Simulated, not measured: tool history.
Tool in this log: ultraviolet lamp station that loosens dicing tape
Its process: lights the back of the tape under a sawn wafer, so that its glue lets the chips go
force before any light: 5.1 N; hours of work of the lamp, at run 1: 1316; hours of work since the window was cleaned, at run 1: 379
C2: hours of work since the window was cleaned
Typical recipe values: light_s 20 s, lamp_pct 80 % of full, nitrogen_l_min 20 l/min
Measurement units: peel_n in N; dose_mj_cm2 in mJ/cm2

Run 1, hour 0.0: usual settings; hours of work of the lamp 1316; C2 379. Result: peel_n 0.275 N, dose_mj_cm2 287 mJ/cm2.
Run 2, hour 41.1: usual settings but light_s 15 s; hours of work of the lamp 1341; C2 405. Result: peel_n 0.436 N, dose_mj_cm2 208 mJ/cm2.
Run 3, hour 72.1: usual settings but light_s 15 s; hours of work of the lamp 1361; C2 424. Result: peel_n 0.442 N, dose_mj_cm2 207 mJ/cm2.
Run 4, hour 112.3: usual settings but light_s 15 s; hours of work of the lamp 1386; C2 449. Result: peel_n 0.433 N, dose_mj_cm2 212 mJ/cm2.
Run 5, hour 145.4: usual settings but light_s 16 s; hours of work of the lamp 1407; C2 470. Result: peel_n 0.385 N, dose_mj_cm2 226 mJ/cm2.
Run 6, hour 188.6: usual settings but light_s 16 s; hours of work of the lamp 1434; C2 497. Result: peel_n 0.387 N, dose_mj_cm2 224 mJ/cm2.
Run 7, hour 251.9: usual settings but light_s 16 s; hours of work of the lamp 1474; C2 537. Result: peel_n 0.397 N, dose_mj_cm2 220 mJ/cm2.
Run 8, hour 291.6: usual settings but light_s 18 s, nitrogen_l_min 30 l/min; hours of work of the lamp 1498; C2 562. Result: peel_n 0.267 N, dose_mj_cm2 251 mJ/cm2.
Run 9, hour 340.4: usual settings but light_s 30 s, lamp_pct 64 % of full, nitrogen_l_min 16 l/min; hours of work of the lamp 1529; C2 592. Result: peel_n 0.239 N, dose_mj_cm2 334 mJ/cm2.
Run 10, hour 403.8: usual settings but light_s 24 s, lamp_pct 96 % of full, nitrogen_l_min 12 l/min; hours of work of the lamp 1569; C2 632. Result: peel_n 0.219 N, dose_mj_cm2 401 mJ/cm2.
At hour 462.0: window cleaned of glue's vapour.
Run 11, hour 471.2: usual settings but light_s 19 s, lamp_pct 94 % of full; hours of work of the lamp 1611; C2 6. Result: peel_n 0.242 N, dose_mj_cm2 316 mJ/cm2.
Run 12, hour 515.8: usual settings but light_s 19 s, lamp_pct 94 % of full; hours of work of the lamp 1639; C2 34. Result: peel_n 0.234 N, dose_mj_cm2 312 mJ/cm2.

How the hidden state differs across the entries between the runs, from the last listed run before each to the first after it:
Between runs 10 and 11: window cleaned of glue's vapour (hour 462.0)
  light that the window lets through, % of a clean one's: 99.9 -> 100
